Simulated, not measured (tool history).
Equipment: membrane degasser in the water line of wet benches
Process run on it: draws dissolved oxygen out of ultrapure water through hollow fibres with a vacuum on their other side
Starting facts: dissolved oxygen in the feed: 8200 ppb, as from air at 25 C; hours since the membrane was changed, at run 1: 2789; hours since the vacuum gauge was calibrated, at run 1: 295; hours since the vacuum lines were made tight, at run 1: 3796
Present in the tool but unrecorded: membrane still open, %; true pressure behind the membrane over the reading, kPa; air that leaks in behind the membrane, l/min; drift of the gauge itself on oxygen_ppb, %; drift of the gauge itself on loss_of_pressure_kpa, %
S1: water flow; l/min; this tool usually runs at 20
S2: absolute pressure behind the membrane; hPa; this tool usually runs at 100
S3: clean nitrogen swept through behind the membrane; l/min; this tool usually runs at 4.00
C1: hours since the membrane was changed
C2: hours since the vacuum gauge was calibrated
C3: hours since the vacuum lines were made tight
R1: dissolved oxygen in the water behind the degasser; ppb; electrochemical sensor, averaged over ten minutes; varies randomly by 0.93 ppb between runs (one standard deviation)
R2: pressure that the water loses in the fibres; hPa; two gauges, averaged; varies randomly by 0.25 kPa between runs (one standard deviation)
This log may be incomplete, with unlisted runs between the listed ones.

run	hour	S1	S2	S3	C1	C2	C3	R1	R2
1	0.0	20	100	4.00	2789	295	3796	91.7	680.7
2	39.8	20	100	4.00	2829	334	3836	92.8	689.7
3	93.7	20	100	4.00	2883	388	3890	91.6	685.6
4	142.0	20	100	4.00	2931	437	3938	90.3	686.7
5	189.8	20	100	4.00	2979	484	3986	90.7	683.1
6	242.0	20	100	6.88	3031	537	4038	57.2	684.6
7	305.0	20	100	4.00	3094	600	4101	92.0	685.2
8	351.3	20	100	4.00	3141	646	4147	91.8	683.6
9	387.9	20	100	4.00	3177	683	4184	93.5	682.3
10	436.2	20	100	4.00	3226	731	4232	92.4	685.0
11	472.5	20	100	4.00	3262	767	4269	92.3	685.3
12	513.7	20	100	6.84	3303	808	4310	57.1	682.7
13	558.7	20	100	4.00	3348	853	4355	91.0	690.6
14	629.7	20	100	4.00	3419	924	4426	93.0	688.6
15	701.5	20	100	4.00	3491	996	4498	94.3	686.2
16	742.0	20	100	4.00	3531	1037	4538	92.5	692.6
17	782.8	20	100	4.00	3572	1077	4579	92.8	684.8
18	826.0	20	135	2.44	3615	1121	4622	212.0	685.9
19	898.1	20	153	7.52	3688	1193	4694	88.7	694.6
20	932.1	18	147	4.00	3722	1227	4728	134.4	621.7
21	1004.7	27	76	1.70	3794	1299	4801	193.7	930.1
22	1036.3	27	76	1.70	3826	1331	4832	190.5	927.3
23	1109.9	19	100	4.00	3899	1405	4906	87.9	652.4
24	1176.6	18	64	7.49	3966	1471	4973	24.6	625.9
25	1236.1	20	105	1.62	4025	1531	5032	220.0	691.3
26	1274.7	12	207	4.00	4064	1569	5071	137.7	416.2
27	1342.9	19	175	4.00	4132	1637	5139	177.0	655.5
28	1396.9	19	63	5.25	4186	1692	5193	35.7	655.1
29	1452.0	27	100	4.00	4241	1747	5248	138.6	936.8
30	1510.4	20	100	1.94	4300	1805	5307	180.1	689.2
31	1567.8	12	85	3.03	4357	1862	5364	55.9	414.2
32	1606.7	15	100	9.08	4396	1901	5403	31.7	519.5

Each row is a separate what-if for the run after 32, all from the same tool condition, not one after another. Results?
A	1681.3	20	79	4.95	4471	1976	5477	?	?
B	1681.3	15	83	9.08	4471	1976	5477	?	?
C	1681.3	20	100	4.24	4471	1976	5477	?	?

run	R1	R2
A	56.8	694.0
B	23.8	519.7
C	90.3	693.1
Without the tool's hidden state the same runs would have given:
run	R1	R2
A	52.3	674.1
B	21.8	504.8
C	84.6	673.3

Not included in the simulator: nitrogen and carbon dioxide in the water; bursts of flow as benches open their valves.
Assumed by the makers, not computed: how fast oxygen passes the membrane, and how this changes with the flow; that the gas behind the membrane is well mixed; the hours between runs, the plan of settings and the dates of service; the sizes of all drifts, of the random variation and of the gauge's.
